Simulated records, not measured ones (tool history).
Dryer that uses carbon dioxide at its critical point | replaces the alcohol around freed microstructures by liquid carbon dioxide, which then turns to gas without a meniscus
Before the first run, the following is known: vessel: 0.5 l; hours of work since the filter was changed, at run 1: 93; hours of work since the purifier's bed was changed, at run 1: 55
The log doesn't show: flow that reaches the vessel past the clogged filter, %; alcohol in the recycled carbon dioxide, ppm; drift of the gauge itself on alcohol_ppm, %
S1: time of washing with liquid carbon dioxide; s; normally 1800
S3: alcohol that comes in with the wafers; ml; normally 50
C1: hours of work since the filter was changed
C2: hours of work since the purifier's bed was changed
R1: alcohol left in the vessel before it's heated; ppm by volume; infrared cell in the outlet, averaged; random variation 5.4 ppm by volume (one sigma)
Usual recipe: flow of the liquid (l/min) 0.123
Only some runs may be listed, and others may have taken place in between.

run 1 day=0 | S1=1800 flow_of_the_liquid_(l/min)=0.123 S3=50 | C1=93 C2=55 | R1=203
run 2 day=1.729 | S1=1800 flow_of_the_liquid_(l/min)=0.123 S3=40 | C1=110 C2=72 | R1=169
run 3 day=3.696 | S1=1800 flow_of_the_liquid_(l/min)=0.123 S3=77 | C1=129 C2=92 | R1=321
run 4 day=6.358 | S1=1800 flow_of_the_liquid_(l/min)=0.123 S3=77 | C1=156 C2=118 | R1=341
run 5 day=8.808 | S1=1800 flow_of_the_liquid_(l/min)=0.123 S3=77 | C1=180 C2=143 | R1=364
run 6 day=11.312 | S1=1800 flow_of_the_liquid_(l/min)=0.123 S3=77 | C1=205 C2=167 | R1=399
run 7 day=12.867 | S1=1800 flow_of_the_liquid_(l/min)=0.123 S3=77 | C1=220 C2=183 | R1=440
run 8 day=14.767 | S1=1800 flow_of_the_liquid_(l/min)=0.123 S3=33 | C1=239 C2=202 | R1=205
run 9 day=16.75 | S1=1860 flow_of_the_liquid_(l/min)=0.156 S3=56 | C1=259 C2=221 | R1=64
run 10 day=18.958 | S1=1740 flow_of_the_liquid_(l/min)=0.123 S3=68 | C1=281 C2=243 | R1=529
run 11 day=20.392 | S1=1740 flow_of_the_liquid_(l/min)=0.123 S3=68 | C1=295 C2=257 | R1=549
run 12 day=21.8 | S1=1740 flow_of_the_liquid_(l/min)=0.123 S3=68 | C1=309 C2=271 | R1=565
run 13 day=23.646 | S1=1260 flow_of_the_liquid_(l/min)=0.143 S3=50 | C1=327 C2=290 | R1=980
run 14 day=25.408 | S1=1260 flow_of_the_liquid_(l/min)=0.143 S3=50 | C1=345 C2=307 | R1=1024

Consider 5 possible next runs. They are alternatives, not a sequence: every one starts from the tool as it was left by run 14. What does each give?
run A day=27.842 | S1=1800 flow_of_the_liquid_(l/min)=0.122 S3=50 | C1=369 C2=331 | R1=?
run B day=27.842 | S1=1080 flow_of_the_liquid_(l/min)=0.196 S3=50 | C1=369 C2=331 | R1=?
run C day=27.842 | S1=1260 flow_of_the_liquid_(l/min)=0.119 S3=50 | C1=369 C2=331 | R1=?
run D day=27.842 | S1=1800 flow_of_the_liquid_(l/min)=0.141 S3=50 | C1=369 C2=331 | R1=?
run E day=27.842 | S1=1260 flow_of_the_liquid_(l/min)=0.169 S3=50 | C1=369 C2=331 | R1=?

run=A R1=454
run=B R1=431
run=C R1=2455
run=D R1=197
run=E R1=443
With no hidden state in the tool, these same runs would have given:
run=A R1=148
run=B R1=135
run=C R1=1156
run=D R1=55
run=E R1=145
